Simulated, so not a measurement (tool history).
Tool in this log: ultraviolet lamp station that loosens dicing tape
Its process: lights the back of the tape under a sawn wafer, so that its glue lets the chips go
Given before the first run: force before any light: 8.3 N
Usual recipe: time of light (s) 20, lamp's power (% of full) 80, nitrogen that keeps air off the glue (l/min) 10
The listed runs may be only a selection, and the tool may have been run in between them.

| run | hour | time of light (s) | lamp's power (% of full) | nitrogen that keeps air off the glue (l/min) | force that peels the tape off (N) | light that reached the tape (mJ/cm²) |
|---|---|---|---|---|---|---|
| 1 | 0.0 | 20 | 80 | 10 | 1.085 | 549 |
| 2 | 77.3 | 20 | 80 | 10 | 1.211 | 525 |
| 3 | 147.1 | 20 | 80 | 10 | 1.276 | 506 |
| 4 | 221.8 | 20 | 91 | 10 | 1.117 | 548 |
|  | 262.6 | window cleaned of glue's vapour |
| 5 | 290.9 | 20 | 91 | 14 | 0.736 | 634 |
| 6 | 353.4 | 20 | 91 | 14 | 0.783 | 603 |
| 7 | 391.5 | 20 | 80 | 10 | 1.229 | 525 |
| 8 | 465.3 | 20 | 80 | 12 | 1.229 | 504 |
| 9 | 533.7 | 20 | 80 | 12 | 1.298 | 486 |
| 10 | 605.1 | 20 | 80 | 3 | 2.401 | 462 |
|  | 655.5 | window cleaned of glue's vapour |
| 11 | 669.7 | 20 | 80 | 19 | 0.880 | 537 |
| 12 | 720.3 | 15 | 80 | 19 | 1.536 | 390 |
| 13 | 791.0 | 15 | 80 | 19 | 1.608 | 380 |
| 14 | 833.6 | 15 | 80 | 19 | 1.698 | 371 |
| 15 | 876.6 | 15 | 80 | 4 | 2.918 | 358 |
| 16 | 920.2 | 15 | 80 | 4 | 3.038 | 348 |
| 17 | 984.5 | 11 | 80 | 4 | 3.848 | 247 |
|  | 1043.5 | window cleaned of glue's vapour |
| 18 | 1060.9 | 11 | 80 | 4 | 3.682 | 284 |

Predict the results of run 19:
| 19 | 1139.6 | 20 | 79 | 10 | ? | ? |

force that peels the tape off (N): 1.398
light that reached the tape (mJ/cm²): 486
With no hidden state in the tool, this same run would have given force that peels the tape off (N) 1.000, light that reached the tape (mJ/cm²) 589.
